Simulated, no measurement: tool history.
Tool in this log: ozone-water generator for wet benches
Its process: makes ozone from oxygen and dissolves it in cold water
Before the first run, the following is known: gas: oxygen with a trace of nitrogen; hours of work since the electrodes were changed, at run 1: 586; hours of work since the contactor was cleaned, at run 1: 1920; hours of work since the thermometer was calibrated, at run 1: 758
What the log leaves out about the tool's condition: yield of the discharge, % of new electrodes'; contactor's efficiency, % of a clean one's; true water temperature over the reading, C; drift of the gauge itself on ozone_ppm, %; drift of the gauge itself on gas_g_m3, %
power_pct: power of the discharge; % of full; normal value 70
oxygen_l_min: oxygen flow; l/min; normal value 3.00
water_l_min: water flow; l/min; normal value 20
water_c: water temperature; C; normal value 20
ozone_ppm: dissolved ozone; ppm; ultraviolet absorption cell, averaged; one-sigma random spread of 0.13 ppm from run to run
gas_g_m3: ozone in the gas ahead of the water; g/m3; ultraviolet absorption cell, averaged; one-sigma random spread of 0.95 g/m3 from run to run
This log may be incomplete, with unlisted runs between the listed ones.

run,hour,power_pct,oxygen_l_min,water_l_min,water_c,hours of work since the electrodes were changed,hours of work since the contactor was cleaned,hours of work since the thermometer was calibrated,ozone_ppm,gas_g_m3
1,0.0,70,3.00,20,20,586,1920,758,13.8,163.0
2,56.6,58,3.00,20,20,626,1960,798,12.0,140.5
3,83.6,58,3.00,20,20,645,1979,817,11.9,138.8
4,108.8,58,3.00,20,20,663,1997,835,11.9,141.0
5,137.9,64,3.00,20,20,683,2017,855,12.7,151.3
6,175.5,64,3.00,20,20,710,2044,882,12.9,151.6
7,229.1,43,3.00,20,20,748,2082,920,9.4,111.3
8,283.0,43,3.00,20,14,786,2120,958,9.7,111.3
9,318.1,70,3.00,21,26,810,2144,983,12.3,164.6
10,375.1,70,3.00,27,16,850,2185,1023,10.5,165.9
11,420.8,70,3.84,21,17,883,2217,1055,15.1,150.9
12,471.1,70,1.83,15,20,918,2252,1090,15.1,193.1
13,524.2,66,4.85,13,15,956,2290,1128,22.3,133.5
14,575.5,70,3.48,20,21,992,2326,1164,14.3,157.0
15,624.6,94,1.65,13,17,1026,2360,1199,21.2,254.0

Run by run, hidden condition taken away, random variation retained:
run,gas_g_m3
1,163.0
2,140.3
3,138.5
4,140.6
5,150.7
6,150.8
7,110.6
8,110.4
9,163.2
10,164.2
11,149.2
12,190.6
13,131.6
14,154.5
15,249.7
For ozone_ppm, the value without the hidden state matches the measurement in each run.
